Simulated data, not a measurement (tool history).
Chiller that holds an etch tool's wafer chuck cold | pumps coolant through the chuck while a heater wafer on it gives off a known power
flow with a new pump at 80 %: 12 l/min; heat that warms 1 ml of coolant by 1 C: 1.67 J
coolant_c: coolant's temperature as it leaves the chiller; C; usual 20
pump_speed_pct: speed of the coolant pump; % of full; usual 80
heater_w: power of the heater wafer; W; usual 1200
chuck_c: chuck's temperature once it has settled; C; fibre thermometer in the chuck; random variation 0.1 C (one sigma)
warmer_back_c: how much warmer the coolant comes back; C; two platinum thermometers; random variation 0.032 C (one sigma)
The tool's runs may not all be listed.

Run 1, hour 0.0: usual settings. Result: chuck_c 28.7 C, warmer_back_c 3.56 C.
Run 2, hour 105.0: usual settings. Result: chuck_c 28.4 C, warmer_back_c 3.61 C.
Run 3, hour 211.5: usual settings but coolant_c 18 C. Result: chuck_c 26.8 C, warmer_back_c 3.57 C.
Run 4, hour 295.6: usual settings but coolant_c 18 C. Result: chuck_c 26.6 C, warmer_back_c 3.64 C.
Run 5, hour 363.4: usual settings but coolant_c 18 C. Result: chuck_c 26.5 C, warmer_back_c 3.69 C.
Run 6, hour 437.4: usual settings but coolant_c 18 C. Result: chuck_c 26.8 C, warmer_back_c 3.69 C.
Run 7, hour 544.2: usual settings. Result: chuck_c 28.6 C, warmer_back_c 3.69 C.
Run 8, hour 695.8: usual settings but coolant_c 15 C, pump_speed_pct 73 % of full, heater_w 1175 W. Result: chuck_c 24.2 C, warmer_back_c 4.09 C.
Run 9, hour 777.6: usual settings but coolant_c 11 C, pump_speed_pct 96 % of full, heater_w 1204 W. Result: chuck_c 18.4 C, warmer_back_c 3.11 C.
Run 10, hour 896.6: usual settings but coolant_c 12 C, pump_speed_pct 78 % of full, heater_w 827 W. Result: chuck_c 18.0 C, warmer_back_c 2.73 C.
Run 11, hour 1053.6: usual settings but heater_w 631 W. Result: chuck_c 24.6 C, warmer_back_c 2.13 C.
Run 12, hour 1161.2: usual settings but coolant_c 25 C, heater_w 813 W. Result: chuck_c 30.7 C, warmer_back_c 2.65 C.
Run 13, hour 1299.8: usual settings but coolant_c 25 C, heater_w 813 W. Result: chuck_c 30.9 C, warmer_back_c 2.71 C.
Run 14, hour 1442.6: usual settings but coolant_c 23 C, pump_speed_pct 92 % of full, heater_w 813 W. Result: chuck_c 28.1 C, warmer_back_c 2.41 C.

Hidden state or all else? Some run-to-run changes of warmer_back_c, split into what the settings, what came in and random variation would give without the hidden state, and what is left for the hidden state (with any gauge scatter that isn't in both results):
The hidden state here: heat passed by the chuck's channels, % of clean ones'; flow at a given pump speed, % of a new pump's; coolant's true temperature over the reading, C; drift of the gauge itself on chuck_c, C; drift of the gauge itself on warmer_back_c, C.
Run 8 -> 9: coolant_c 15 -> 11, pump_speed_pct 73 -> 96, heater_w 1175 -> 1204. warmer_back_c -0.98 C: hidden state +0.02, all else -1.00.
Run 10 -> 11: coolant_c 12 -> 20, pump_speed_pct 78 -> 80, heater_w 827 -> 631. warmer_back_c -0.60 C: hidden state +0.04, all else -0.64.
